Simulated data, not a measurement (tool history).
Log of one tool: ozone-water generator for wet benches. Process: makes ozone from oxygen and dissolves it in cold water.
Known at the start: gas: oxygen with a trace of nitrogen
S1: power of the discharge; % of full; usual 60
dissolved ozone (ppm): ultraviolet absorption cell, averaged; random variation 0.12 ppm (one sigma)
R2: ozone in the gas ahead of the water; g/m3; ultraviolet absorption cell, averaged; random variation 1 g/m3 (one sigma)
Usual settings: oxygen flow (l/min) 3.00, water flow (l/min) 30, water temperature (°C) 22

{"run": 1, "hour": 0.0, "S1": 60, "oxygen flow (l/min)": 3.0, "water flow (l/min)": 30, "water temperature (°C)": 22, "dissolved ozone (ppm)": 11.0, "R2": 183.6}
{"run": 2, "hour": 17.5, "S1": 60, "oxygen flow (l/min)": 3.0, "water flow (l/min)": 30, "water temperature (°C)": 22, "dissolved ozone (ppm)": 10.8, "R2": 182.6}
{"run": 3, "hour": 37.5, "S1": 60, "oxygen flow (l/min)": 3.0, "water flow (l/min)": 30, "water temperature (°C)": 22, "dissolved ozone (ppm)": 10.7, "R2": 181.3}
{"run": 4, "hour": 63.9, "S1": 60, "oxygen flow (l/min)": 3.0, "water flow (l/min)": 30, "water temperature (°C)": 15, "dissolved ozone (ppm)": 11.3, "R2": 183.1}
{"run": 5, "hour": 98.2, "S1": 60, "oxygen flow (l/min)": 3.0, "water flow (l/min)": 30, "water temperature (°C)": 15, "dissolved ozone (ppm)": 11.5, "R2": 184.4}
{"run": 6, "hour": 121.3, "S1": 60, "oxygen flow (l/min)": 3.0, "water flow (l/min)": 30, "water temperature (°C)": 17, "dissolved ozone (ppm)": 11.3, "R2": 184.2}
{"run": 7, "hour": 137.7, "S1": 60, "oxygen flow (l/min)": 3.0, "water flow (l/min)": 26, "water temperature (°C)": 22, "dissolved ozone (ppm)": 12.2, "R2": 182.7}
{"run": 8, "hour": 170.2, "S1": 60, "oxygen flow (l/min)": 3.0, "water flow (l/min)": 30, "water temperature (°C)": 22, "dissolved ozone (ppm)": 11.0, "R2": 184.2}
{"run": 9, "hour": 202.0, "S1": 60, "oxygen flow (l/min)": 3.0, "water flow (l/min)": 30, "water temperature (°C)": 22, "dissolved ozone (ppm)": 10.8, "R2": 184.7}
{"run": 10, "hour": 219.5, "S1": 60, "oxygen flow (l/min)": 3.0, "water flow (l/min)": 30, "water temperature (°C)": 14, "dissolved ozone (ppm)": 11.6, "R2": 183.1}
{"run": 11, "hour": 250.4, "S1": 60, "oxygen flow (l/min)": 3.0, "water flow (l/min)": 30, "water temperature (°C)": 14, "dissolved ozone (ppm)": 11.5, "R2": 180.9}
{"run": 12, "hour": 284.1, "S1": 60, "oxygen flow (l/min)": 3.0, "water flow (l/min)": 30, "water temperature (°C)": 14, "dissolved ozone (ppm)": 11.4, "R2": 183.3}
{"run": 13, "hour": 309.5, "S1": 60, "oxygen flow (l/min)": 3.0, "water flow (l/min)": 30, "water temperature (°C)": 14, "dissolved ozone (ppm)": 11.5, "R2": 182.9}
{"run": 14, "hour": 327.3, "S1": 60, "oxygen flow (l/min)": 3.0, "water flow (l/min)": 30, "water temperature (°C)": 14, "dissolved ozone (ppm)": 11.5, "R2": 180.7}
{"run": 15, "hour": 363.5, "S1": 60, "oxygen flow (l/min)": 3.0, "water flow (l/min)": 30, "water temperature (°C)": 14, "dissolved ozone (ppm)": 11.6, "R2": 183.2}
{"run": 16, "hour": 391.7, "S1": 60, "oxygen flow (l/min)": 3.0, "water flow (l/min)": 30, "water temperature (°C)": 14, "dissolved ozone (ppm)": 11.4, "R2": 183.4}
{"run": 17, "hour": 410.6, "S1": 67, "oxygen flow (l/min)": 3.0, "water flow (l/min)": 30, "water temperature (°C)": 19, "dissolved ozone (ppm)": 11.8, "R2": 193.7}
{"run": 18, "hour": 426.4, "S1": 67, "oxygen flow (l/min)": 3.0, "water flow (l/min)": 30, "water temperature (°C)": 19, "dissolved ozone (ppm)": 11.9, "R2": 197.0}
{"run": 19, "hour": 457.5, "S1": 60, "oxygen flow (l/min)": 3.0, "water flow (l/min)": 30, "water temperature (°C)": 27, "dissolved ozone (ppm)": 10.3, "R2": 183.4}
{"run": 20, "hour": 474.6, "S1": 60, "oxygen flow (l/min)": 3.0, "water flow (l/min)": 30, "water temperature (°C)": 27, "dissolved ozone (ppm)": 10.3, "R2": 184.1}
{"run": 21, "hour": 509.9, "S1": 54, "oxygen flow (l/min)": 3.0, "water flow (l/min)": 21, "water temperature (°C)": 16, "dissolved ozone (ppm)": 14.5, "R2": 169.8}
{"run": 22, "hour": 525.9, "S1": 94, "oxygen flow (l/min)": 3.0, "water flow (l/min)": 37, "water temperature (°C)": 14, "dissolved ozone (ppm)": 12.0, "R2": 242.5}
{"run": 23, "hour": 561.8, "S1": 94, "oxygen flow (l/min)": 3.0, "water flow (l/min)": 37, "water temperature (°C)": 14, "dissolved ozone (ppm)": 11.9, "R2": 242.8}
{"run": 24, "hour": 585.5, "S1": 79, "oxygen flow (l/min)": 1.65, "water flow (l/min)": 23, "water temperature (°C)": 24, "dissolved ozone (ppm)": 13.6, "R2": 285.8}
{"run": 25, "hour": 608.7, "S1": 68, "oxygen flow (l/min)": 2.48, "water flow (l/min)": 40, "water temperature (°C)": 24, "dissolved ozone (ppm)": 8.0, "R2": 215.8}
{"run": 26, "hour": 624.3, "S1": 68, "oxygen flow (l/min)": 2.48, "water flow (l/min)": 40, "water temperature (°C)": 24, "dissolved ozone (ppm)": 8.1, "R2": 215.7}
{"run": 27, "hour": 660.5, "S1": 60, "oxygen flow (l/min)": 3.0, "water flow (l/min)": 26, "water temperature (°C)": 22, "dissolved ozone (ppm)": 12.3, "R2": 180.9}
{"run": 28, "hour": 693.4, "S1": 60, "oxygen flow (l/min)": 2.16, "water flow (l/min)": 30, "water temperature (°C)": 22, "dissolved ozone (ppm)": 9.6, "R2": 209.2}
{"run": 29, "hour": 718.3, "S1": 60, "oxygen flow (l/min)": 1.62, "water flow (l/min)": 30, "water temperature (°C)": 22, "dissolved ozone (ppm)": 8.9, "R2": 244.8}
{"run": 30, "hour": 743.7, "S1": 77, "oxygen flow (l/min)": 2.8, "water flow (l/min)": 24, "water temperature (°C)": 23, "dissolved ozone (ppm)": 15.2, "R2": 218.2}
{"run": 31, "hour": 772.9, "S1": 100, "oxygen flow (l/min)": 3.0, "water flow (l/min)": 30, "water temperature (°C)": 17, "dissolved ozone (ppm)": 15.3, "R2": 247.4}
{"run": 32, "hour": 790.8, "S1": 82, "oxygen flow (l/min)": 1.69, "water flow (l/min)": 29, "water temperature (°C)": 22, "dissolved ozone (ppm)": 11.1, "R2": 289.7}

Forecast each of these 3 alternatives for the next run:
{"run": "A", "hour": 823.8, "S1": 60, "oxygen flow (l/min)": 3.0, "water flow (l/min)": 30, "water temperature (°C)": 20, "dissolved ozone (ppm)": "?", "R2": "?"}
{"run": "B", "hour": 823.8, "S1": 55, "oxygen flow (l/min)": 3.0, "water flow (l/min)": 38, "water temperature (°C)": 23, "dissolved ozone (ppm)": "?", "R2": "?"}
{"run": "C", "hour": 823.8, "S1": 60, "oxygen flow (l/min)": 2.46, "water flow (l/min)": 30, "water temperature (°C)": 25, "dissolved ozone (ppm)": "?", "R2": "?"}

run=A dissolved_ozone_(ppm)=10.7 R2=181.4
run=B dissolved_ozone_(ppm)=7.8 R2=172.7
run=C dissolved_ozone_(ppm)=9.8 R2=201.3
Without the tool's hidden state the same runs would have given:
run=A dissolved_ozone_(ppm)=11.1 R2=182.4
run=B dissolved_ozone_(ppm)=8.2 R2=173.6
run=C dissolved_ozone_(ppm)=10.2 R2=202.4
